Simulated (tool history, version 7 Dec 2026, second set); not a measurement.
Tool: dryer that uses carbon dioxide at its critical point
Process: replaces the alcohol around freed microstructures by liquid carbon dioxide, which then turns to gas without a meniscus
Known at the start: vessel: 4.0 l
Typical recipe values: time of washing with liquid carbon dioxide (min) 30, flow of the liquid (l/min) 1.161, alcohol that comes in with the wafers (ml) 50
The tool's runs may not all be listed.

| run | hour | time of washing with liquid carbon dioxide (min) | flow of the liquid (l/min) | alcohol that comes in with the wafers (ml) | alcohol left in the vessel before it's heated (ppm by volume) |
|---|---|---|---|---|---|
| 1 | 0 | 30 | 1.161 | 50 | 18 |
| 2 | 10.5 | 30 | 1.9 | 50 | 15 |
| 3 | 19.9 | 30 | 1.9 | 50 | 18 |
| 4 | 27 | 30 | 1.9 | 50 | 10 |
| 5 | 36.9 | 30 | 1.161 | 27 | 35 |
| 6 | 50.4 | 30 | 1.161 | 27 | 29 |
| 7 | 63 | 30 | 1.161 | 50 | 45 |
| 8 | 70.5 | 30 | 1.161 | 50 | 40 |
| 9 | 82.6 | 30 | 1.161 | 50 | 45 |
| 10 | 93 | 30 | 1.161 | 50 | 43 |
| 11 | 104.8 | 30 | 1.161 | 50 | 53 |
| 12 | 117.6 | 30 | 1.161 | 50 | 56 |
| 13 | 125.2 | 30 | 1.78 | 50 | 48 |
| 14 | 132.4 | 30 | 1.78 | 50 | 39 |
| 15 | 145.4 | 30 | 1.161 | 50 | 60 |
| 16 | 155.8 | 30 | 1.161 | 50 | 64 |
| 17 | 164.5 | 30 | 1.161 | 50 | 68 |
| 18 | 174.7 | 30 | 1.161 | 50 | 68 |
| 19 | 188.6 | 30 | 1.161 | 50 | 79 |
| 20 | 199.8 | 30 | 1.161 | 50 | 72 |
| 21 | 211.2 | 30 | 1.161 | 50 | 78 |
| 22 | 221.1 | 30 | 1.161 | 46 | 76 |
| 23 | 235.1 | 30 | 1.161 | 46 | 89 |
| 24 | 243.8 | 30 | 1.161 | 46 | 85 |
| 25 | 256.4 | 20 | 1.29 | 61 | 201 |
| 26 | 267 | 46 | 0.87 | 33 | 75 |
| 27 | 280.5 | 32 | 1.32 | 21 | 86 |
| 28 | 289.9 | 28 | 0.75 | 44 | 295 |
| 29 | 295.8 | 24 | 1.82 | 31 | 84 |
| 30 | 308 | 24 | 1.82 | 23 | 99 |
| 31 | 321.4 | 30 | 1.161 | 21 | 111 |
| 32 | 329.3 | 30 | 1.75 | 82 | 87 |
| 33 | 342.6 | 30 | 0.83 | 50 | 204 |
| 34 | 353.9 | 18 | 1.4 | 30 | 176 |
| 35 | 366.5 | 18 | 1.4 | 30 | 168 |
| 36 | 380.1 | 18 | 1.4 | 30 | 176 |
| 37 | 387.2 | 25 | 1.07 | 109 | 286 |
| 38 | 400.7 | 36 | 1.161 | 50 | 123 |
| 39 | 407.6 | 39 | 0.74 | 103 | 226 |
| 40 | 414.6 | 35 | 0.94 | 29 | 116 |
| 41 | 424.4 | 26 | 0.94 | 29 | 193 |
| 42 | 435.3 | 41 | 0.99 | 27 | 118 |
| 43 | 445.1 | 26 | 0.93 | 68 | 318 |
| 44 | 458.4 | 26 | 0.93 | 68 | 318 |
| 45 | 471.7 | 34 | 1.13 | 103 | 145 |
| 46 | 481.1 | 34 | 1.13 | 103 | 142 |
| 47 | 492.3 | 44 | 1.161 | 21 | 122 |

How would selected steps in alcohol left in the vessel before it's heated (ppm by volume) from run to run divide? Give the signed amount a tool lacking its hidden state would still show from settings, what came in and random variation, and the signed amount left for the hidden state, including any gauge scatter that is not in both of the compared results.
Hidden state at play: flow that reaches the vessel past the clogged filter, %; alcohol in the recycled carbon dioxide, ppm; drift of the gauge itself on alcohol_ppm, %.
Run 27 -> 28: time of washing with liquid carbon dioxide (min) 32 -> 28, flow of the liquid (l/min) 1.32 -> 0.75, alcohol that comes in with the wafers (ml) 21 -> 44. alcohol left in the vessel before it's heated (ppm by volume) +209: hidden state +38, all else +171.
Run 28 -> 29: time of washing with liquid carbon dioxide (min) 28 -> 24, flow of the liquid (l/min) 0.75 -> 1.82, alcohol that comes in with the wafers (ml) 44 -> 31. alcohol left in the vessel before it's heated (ppm by volume) -211: hidden state -33, all else -178.
Run 42 -> 43: time of washing with liquid carbon dioxide (min) 41 -> 26, flow of the liquid (l/min) 0.99 -> 0.93, alcohol that comes in with the wafers (ml) 27 -> 68. alcohol left in the vessel before it's heated (ppm by volume) +200: hidden state +49, all else +151.
Run 44 -> 45: time of washing with liquid carbon dioxide (min) 26 -> 34, flow of the liquid (l/min) 0.93 -> 1.13, alcohol that comes in with the wafers (ml) 68 -> 103. alcohol left in the vessel before it's heated (ppm by volume) -173: hidden state -39, all else -134.

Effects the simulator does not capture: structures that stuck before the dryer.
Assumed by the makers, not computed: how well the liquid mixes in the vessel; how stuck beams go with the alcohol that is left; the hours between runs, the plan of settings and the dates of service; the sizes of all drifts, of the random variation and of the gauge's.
